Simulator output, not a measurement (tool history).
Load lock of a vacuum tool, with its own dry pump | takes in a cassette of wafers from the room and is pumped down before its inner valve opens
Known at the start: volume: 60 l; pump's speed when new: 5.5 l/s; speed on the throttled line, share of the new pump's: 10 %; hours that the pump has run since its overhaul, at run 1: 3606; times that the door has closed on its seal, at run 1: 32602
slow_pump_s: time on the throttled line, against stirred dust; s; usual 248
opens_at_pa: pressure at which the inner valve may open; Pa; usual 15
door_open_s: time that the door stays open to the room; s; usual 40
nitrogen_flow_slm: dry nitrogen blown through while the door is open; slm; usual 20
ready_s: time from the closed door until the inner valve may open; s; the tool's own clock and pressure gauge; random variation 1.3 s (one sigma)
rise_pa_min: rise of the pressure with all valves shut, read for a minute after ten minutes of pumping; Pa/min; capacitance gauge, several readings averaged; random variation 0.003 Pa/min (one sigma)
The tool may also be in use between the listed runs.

run,hour,slow_pump_s,opens_at_pa,door_open_s,nitrogen_flow_slm,hours that the pump has run since its overhaul,times that the door has closed on its seal,"incoming humidity of the room's air, %",ready_s,rise_pa_min
1,0,248,15,40,20,3606,32602,42.6,321.6,0.308
2,154.3,248,15,40,20,3760,33290,47.2,322.3,0.317
3,340.5,248,11,40,20,3946,34119,42.9,322.5,0.321
4,428.8,248,11,40,20,4034,34513,42.7,324.6,0.332
5,570.2,248,11,40,20,4176,35143,45.4,326.1,0.339
6,744.4,248,11,40,20,4350,35919,43.6,326,0.353
7,833.3,248,13,40,20,4439,36316,48.6,326.6,0.354
# hour 891.1: door's seal changed, seat wiped
8,914.7,248,15,40,20,4519,105,47.2,325.4,0.018
9,1059.9,276,15,40,20,4664,752,43.7,348.7,0.015
10,1179.1,276,15,40,20,4783,1283,45.4,347.4,0.025
11,1293.8,276,15,40,20,4898,1794,43.5,348.2,0.018
12,1489.9,276,15,40,20,5094,2668,46.7,346.9,0.024
13,1589.3,276,30,40,20,5193,3111,46.1,338.8,0.024
14,1701.1,248,14,40,20,5305,3610,48.5,324.7,0.025
15,1780.5,248,14,40,20,5385,3964,44.2,322.7,0.029
16,1968.9,248,14,40,20,5573,4803,46.3,323.9,0.037
17,2135.9,248,15,40,20,5740,5548,43.7,323,0.034
18,2278,248,15,40,20,5882,6181,46,322.2,0.039
19,2462.6,248,15,40,20,6067,7004,44.6,326.2,0.041
20,2617.3,248,15,48,20,6222,7693,45.3,323.9,0.052
21,2701.8,126,13,58,4,6306,8070,45.1,218.3,0.078

Forecast run 22:
22,2885.2,136,11,218,20,6489,8887,47,?,?

Run 22 gave ready_s 227 s, rise_pa_min 0.089 Pa/min.
Without the tool's hidden state the same run would have given ready_s 220.2 s, rise_pa_min 0.055 Pa/min.
